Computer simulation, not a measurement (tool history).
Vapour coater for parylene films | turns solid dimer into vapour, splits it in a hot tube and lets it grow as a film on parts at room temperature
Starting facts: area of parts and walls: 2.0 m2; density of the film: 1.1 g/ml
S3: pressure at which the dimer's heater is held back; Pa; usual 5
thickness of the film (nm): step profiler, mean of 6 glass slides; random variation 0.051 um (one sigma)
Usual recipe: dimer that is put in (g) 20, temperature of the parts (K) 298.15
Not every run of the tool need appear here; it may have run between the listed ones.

{"run": 1, "hour": 0.0, "dimer that is put in (g)": 20, "temperature of the parts (K)": 298.15, "S3": 5, "thickness of the film (nm)": 5530}
{"run": 2, "hour": 14.5, "dimer that is put in (g)": 20, "temperature of the parts (K)": 302.15, "S3": 5, "thickness of the film (nm)": 4850}
{"run": 3, "hour": 33.6, "dimer that is put in (g)": 20, "temperature of the parts (K)": 292.15, "S3": 5, "thickness of the film (nm)": 6720}
{"run": 4, "hour": 51.3, "dimer that is put in (g)": 20, "temperature of the parts (K)": 292.15, "S3": 5, "thickness of the film (nm)": 6640}
{"run": 5, "hour": 81.0, "dimer that is put in (g)": 20, "temperature of the parts (K)": 292.15, "S3": 5, "thickness of the film (nm)": 6550}
{"run": 6, "hour": 107.0, "dimer that is put in (g)": 20, "temperature of the parts (K)": 298.15, "S3": 5.72, "thickness of the film (nm)": 5250}
{"run": 7, "hour": 127.4, "dimer that is put in (g)": 20, "temperature of the parts (K)": 298.15, "S3": 4.55, "thickness of the film (nm)": 5380}
{"run": 8, "hour": 152.8, "dimer that is put in (g)": 20, "temperature of the parts (K)": 293.15, "S3": 4.55, "thickness of the film (nm)": 6420}
{"run": 9, "hour": 176.3, "dimer that is put in (g)": 20, "temperature of the parts (K)": 293.15, "S3": 4.55, "thickness of the film (nm)": 6380}
{"run": 10, "hour": 195.7, "dimer that is put in (g)": 20, "temperature of the parts (K)": 298.15, "S3": 5, "thickness of the film (nm)": 5370}
{"run": 11, "hour": 207.8, "dimer that is put in (g)": 20, "temperature of the parts (K)": 298.15, "S3": 6.12, "thickness of the film (nm)": 5230}
{"run": 12, "hour": 233.1, "dimer that is put in (g)": 20, "temperature of the parts (K)": 298.15, "S3": 5, "thickness of the film (nm)": 5360}
{"run": 13, "hour": 249.7, "dimer that is put in (g)": 20, "temperature of the parts (K)": 298.15, "S3": 5, "thickness of the film (nm)": 5260}
{"run": 14, "hour": 271.4, "dimer that is put in (g)": 20, "temperature of the parts (K)": 298.15, "S3": 5, "thickness of the film (nm)": 5320}
{"run": 15, "hour": 288.2, "dimer that is put in (g)": 20, "temperature of the parts (K)": 298.15, "S3": 5, "thickness of the film (nm)": 5320}
{"run": 16, "hour": 313.4, "dimer that is put in (g)": 20, "temperature of the parts (K)": 298.15, "S3": 5, "thickness of the film (nm)": 5240}
{"run": 17, "hour": 330.1, "dimer that is put in (g)": 20, "temperature of the parts (K)": 298.15, "S3": 5, "thickness of the film (nm)": 5310}
{"run": 18, "hour": 352.5, "dimer that is put in (g)": 12, "temperature of the parts (K)": 298.15, "S3": 5, "thickness of the film (nm)": 3120}
{"run": 19, "hour": 382.1, "dimer that is put in (g)": 12, "temperature of the parts (K)": 298.15, "S3": 5, "thickness of the film (nm)": 3170}
{"run": 20, "hour": 396.1, "dimer that is put in (g)": 12, "temperature of the parts (K)": 298.15, "S3": 5, "thickness of the film (nm)": 3110}
{"run": 21, "hour": 413.5, "dimer that is put in (g)": 12, "temperature of the parts (K)": 298.15, "S3": 5, "thickness of the film (nm)": 3100}
{"run": 22, "hour": 426.2, "dimer that is put in (g)": 20, "temperature of the parts (K)": 298.15, "S3": 5, "thickness of the film (nm)": 5200}
{"run": 23, "hour": 439.0, "dimer that is put in (g)": 20, "temperature of the parts (K)": 298.15, "S3": 2.38, "thickness of the film (nm)": 5740}
{"run": 24, "hour": 451.2, "dimer that is put in (g)": 20, "temperature of the parts (K)": 298.15, "S3": 2.38, "thickness of the film (nm)": 5800}
{"run": 25, "hour": 472.8, "dimer that is put in (g)": 12, "temperature of the parts (K)": 299.15, "S3": 4.84, "thickness of the film (nm)": 3000}
{"run": 26, "hour": 489.7, "dimer that is put in (g)": 17, "temperature of the parts (K)": 299.15, "S3": 8.88, "thickness of the film (nm)": 3870}
{"run": 27, "hour": 517.7, "dimer that is put in (g)": 19, "temperature of the parts (K)": 298.15, "S3": 2.16, "thickness of the film (nm)": 5440}
{"run": 28, "hour": 529.9, "dimer that is put in (g)": 12, "temperature of the parts (K)": 297.15, "S3": 2.34, "thickness of the film (nm)": 3490}
{"run": 29, "hour": 544.8, "dimer that is put in (g)": 11, "temperature of the parts (K)": 300.15, "S3": 3.88, "thickness of the film (nm)": 2710}
{"run": 30, "hour": 559.5, "dimer that is put in (g)": 8, "temperature of the parts (K)": 291.15, "S3": 11.55, "thickness of the film (nm)": 2230}
{"run": 31, "hour": 584.1, "dimer that is put in (g)": 8, "temperature of the parts (K)": 291.15, "S3": 11.55, "thickness of the film (nm)": 2230}
{"run": 32, "hour": 598.3, "dimer that is put in (g)": 20, "temperature of the parts (K)": 296.15, "S3": 5, "thickness of the film (nm)": 5370}
{"hour": 604.1, "done": "trap's valve overhauled"}
{"run": 33, "hour": 617.3, "dimer that is put in (g)": 20, "temperature of the parts (K)": 298.15, "S3": 10.49, "thickness of the film (nm)": 5150}
{"run": 34, "hour": 640.6, "dimer that is put in (g)": 35, "temperature of the parts (K)": 298.15, "S3": 5, "thickness of the film (nm)": 10010}
{"run": 35, "hour": 664.3, "dimer that is put in (g)": 35, "temperature of the parts (K)": 298.15, "S3": 5, "thickness of the film (nm)": 9830}
{"run": 36, "hour": 683.5, "dimer that is put in (g)": 20, "temperature of the parts (K)": 309.15, "S3": 5, "thickness of the film (nm)": 4050}
{"run": 37, "hour": 698.5, "dimer that is put in (g)": 20, "temperature of the parts (K)": 309.15, "S3": 5, "thickness of the film (nm)": 3990}
{"run": 38, "hour": 718.4, "dimer that is put in (g)": 20, "temperature of the parts (K)": 306.15, "S3": 4.26, "thickness of the film (nm)": 4470}
{"run": 39, "hour": 735.0, "dimer that is put in (g)": 33, "temperature of the parts (K)": 306.15, "S3": 4.26, "thickness of the film (nm)": 7370}
{"run": 40, "hour": 760.2, "dimer that is put in (g)": 33, "temperature of the parts (K)": 306.15, "S3": 4.26, "thickness of the film (nm)": 7410}
{"run": 41, "hour": 782.6, "dimer that is put in (g)": 30, "temperature of the parts (K)": 295.15, "S3": 5, "thickness of the film (nm)": 9220}
{"run": 42, "hour": 809.4, "dimer that is put in (g)": 13, "temperature of the parts (K)": 293.15, "S3": 6.35, "thickness of the film (nm)": 4130}
{"run": 43, "hour": 826.0, "dimer that is put in (g)": 13, "temperature of the parts (K)": 293.15, "S3": 6.35, "thickness of the film (nm)": 4050}
{"run": 44, "hour": 840.3, "dimer that is put in (g)": 13, "temperature of the parts (K)": 294.15, "S3": 6.35, "thickness of the film (nm)": 3910}
{"run": 45, "hour": 853.0, "dimer that is put in (g)": 13, "temperature of the parts (K)": 294.15, "S3": 6.35, "thickness of the film (nm)": 4000}
{"run": 46, "hour": 883.0, "dimer that is put in (g)": 13, "temperature of the parts (K)": 294.15, "S3": 6.35, "thickness of the film (nm)": 3990}

Alternative continuations, all from the tool just after run 46; predict every row:
{"run": "A", "hour": 895.4, "dimer that is put in (g)": 11, "temperature of the parts (K)": 304.15, "S3": 6.35, "thickness of the film (nm)": "?"}
{"run": "B", "hour": 895.4, "dimer that is put in (g)": 24, "temperature of the parts (K)": 294.15, "S3": 9.26, "thickness of the film (nm)": "?"}
{"run": "C", "hour": 895.4, "dimer that is put in (g)": 15, "temperature of the parts (K)": 298.15, "S3": 4.39, "thickness of the film (nm)": "?"}
{"run": "D", "hour": 895.4, "dimer that is put in (g)": 18, "temperature of the parts (K)": 306.15, "S3": 9.71, "thickness of the film (nm)": "?"}
{"run": "E", "hour": 895.4, "dimer that is put in (g)": 23, "temperature of the parts (K)": 294.15, "S3": 2.91, "thickness of the film (nm)": "?"}

run=A thickness_of_the_film_(nm)=2440
run=B thickness_of_the_film_(nm)=6820
run=C thickness_of_the_film_(nm)=4250
run=D thickness_of_the_film_(nm)=3520
run=E thickness_of_the_film_(nm)=7870
Stripped of hidden state, with their random variation kept, the same runs would have yielded:
run=A thickness_of_the_film_(nm)=2590
run=B thickness_of_the_film_(nm)=7210
run=C thickness_of_the_film_(nm)=4500
run=D thickness_of_the_film_(nm)=3720
run=E thickness_of_the_film_(nm)=8320
